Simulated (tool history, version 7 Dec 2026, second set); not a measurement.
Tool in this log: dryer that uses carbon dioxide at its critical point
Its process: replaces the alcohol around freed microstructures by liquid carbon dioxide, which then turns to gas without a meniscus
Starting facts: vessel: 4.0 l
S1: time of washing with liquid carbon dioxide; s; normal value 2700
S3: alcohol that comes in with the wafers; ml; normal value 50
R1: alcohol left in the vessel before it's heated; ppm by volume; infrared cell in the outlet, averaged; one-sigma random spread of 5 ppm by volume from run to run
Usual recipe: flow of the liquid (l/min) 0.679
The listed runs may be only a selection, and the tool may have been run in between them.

Run 1, hour 0.0: usual settings. Result: R1 24 ppm by volume.
Run 2, hour 17.9: usual settings. Result: R1 33 ppm by volume.
Run 3, hour 27.3: usual settings. Result: R1 31 ppm by volume.
Run 4, hour 47.0: usual settings. Result: R1 28 ppm by volume.
Run 5, hour 59.6: usual settings. Result: R1 24 ppm by volume.
Run 6, hour 77.8: usual settings. Result: R1 24 ppm by volume.
Run 7, hour 89.3: usual settings. Result: R1 33 ppm by volume.
Run 8, hour 101.1: usual settings but S3 57 ml. Result: R1 37 ppm by volume.
Run 9, hour 118.0: usual settings but S3 57 ml. Result: R1 34 ppm by volume.
Run 10, hour 136.4: usual settings but S3 57 ml. Result: R1 33 ppm by volume.
Run 11, hour 152.4: usual settings but S3 57 ml. Result: R1 38 ppm by volume.
Run 12, hour 162.9: usual settings but S3 57 ml. Result: R1 35 ppm by volume.
Run 13, hour 173.9: usual settings. Result: R1 35 ppm by volume.
Run 14, hour 183.8: usual settings but flow of the liquid (l/min) 0.601. Result: R1 51 ppm by volume.
Run 15, hour 196.0: usual settings but flow of the liquid (l/min) 0.601. Result: R1 54 ppm by volume.
At hour 205.8: inlet filter changed.
Run 16, hour 205.8: usual settings but S3 22 ml. Result: R1 19 ppm by volume.
Run 17, hour 225.5: usual settings but S3 22 ml. Result: R1 21 ppm by volume.
Run 18, hour 243.9: usual settings but S1 3480 s. Result: R1 26 ppm by volume.
Run 19, hour 263.3: usual settings but S1 3480 s. Result: R1 35 ppm by volume.
Run 20, hour 275.8: usual settings but S1 3480 s. Result: R1 17 ppm by volume.
Run 21, hour 294.8: usual settings but S1 3480 s. Result: R1 26 ppm by volume.
Run 22, hour 312.7: usual settings but S1 3480 s, flow of the liquid (l/min) 0.684. Result: R1 32 ppm by volume.
Run 23, hour 321.7: usual settings but S1 3480 s, flow of the liquid (l/min) 0.684. Result: R1 27 ppm by volume.
Run 24, hour 337.1: usual settings but S1 1680 s, flow of the liquid (l/min) 0.414. Result: R1 839 ppm by volume.
Run 25, hour 351.2: usual settings but S1 1680 s, flow of the liquid (l/min) 0.414. Result: R1 828 ppm by volume.
Run 26, hour 366.7: usual settings but flow of the liquid (l/min) 1.107. Result: R1 22 ppm by volume.
Run 27, hour 386.0: usual settings but S3 111 ml. Result: R1 46 ppm by volume.
Run 28, hour 399.1: usual settings but S1 4200 s. Result: R1 34 ppm by volume.
Run 29, hour 408.7: usual settings but S1 4200 s, S3 45 ml. Result: R1 22 ppm by volume.
Run 30, hour 424.8: usual settings but S1 1800 s, flow of the liquid (l/min) 1.113, S3 45 ml. Result: R1 37 ppm by volume.
Run 31, hour 440.8: usual settings but S1 1800 s, flow of the liquid (l/min) 1.113, S3 45 ml. Result: R1 31 ppm by volume.
Run 32, hour 460.8: usual settings but S1 1800 s, flow of the liquid (l/min) 1.113, S3 45 ml. Result: R1 26 ppm by volume.
Run 33, hour 473.3: usual settings but S1 1800 s, flow of the liquid (l/min) 1.113, S3 45 ml. Result: R1 32 ppm by volume.
Run 34, hour 492.5: usual settings but S1 1800 s, flow of the liquid (l/min) 1.113, S3 45 ml. Result: R1 37 ppm by volume.
Run 35, hour 508.1: usual settings but flow of the liquid (l/min) 0.414, S3 29 ml. Result: R1 131 ppm by volume.
Run 36, hour 526.9: usual settings but S1 1980 s, S3 25 ml. Result: R1 69 ppm by volume.
Run 37, hour 539.5: usual settings but flow of the liquid (l/min) 0.544, S3 68 ml. Result: R1 95 ppm by volume.
Run 38, hour 549.5: usual settings but flow of the liquid (l/min) 0.544, S3 68 ml. Result: R1 90 ppm by volume.
Run 39, hour 558.6: usual settings but flow of the liquid (l/min) 0.544, S3 68 ml. Result: R1 86 ppm by volume.
Run 40, hour 574.7: usual settings but flow of the liquid (l/min) 0.792, S3 34 ml. Result: R1 38 ppm by volume.
Run 41, hour 593.2: usual settings but flow of the liquid (l/min) 0.792, S3 34 ml. Result: R1 25 ppm by volume.
Run 42, hour 607.5: usual settings but S1 4320 s, flow of the liquid (l/min) 0.641, S3 34 ml. Result: R1 25 ppm by volume.
Run 43, hour 622.2: usual settings but S1 4320 s, flow of the liquid (l/min) 0.641, S3 34 ml. Result: R1 49 ppm by volume.

4 ways to go on from here, each from the tool as it stands after run 43. What would each give?
Run A, hour 637.9: usual settings but S1 1800 s, flow of the liquid (l/min) 1.120, S3 55 ml. Result: R1 ?.
Run B, hour 637.9: usual settings but flow of the liquid (l/min) 0.928. Result: R1 ?.
Run C, hour 637.9: usual settings but S1 2340 s, flow of the liquid (l/min) 0.623, S3 34 ml. Result: R1 ?.
Run D, hour 637.9: usual settings but S1 2640 s, flow of the liquid (l/min) 0.622, S3 32 ml. Result: R1 ?.

run  R1
  A  38
  B  34
  C  58
  D  50
Without the tool's unlogged condition, the same runs would have read:
run  R1
  A   7
  B   5
  C  21
  D  16
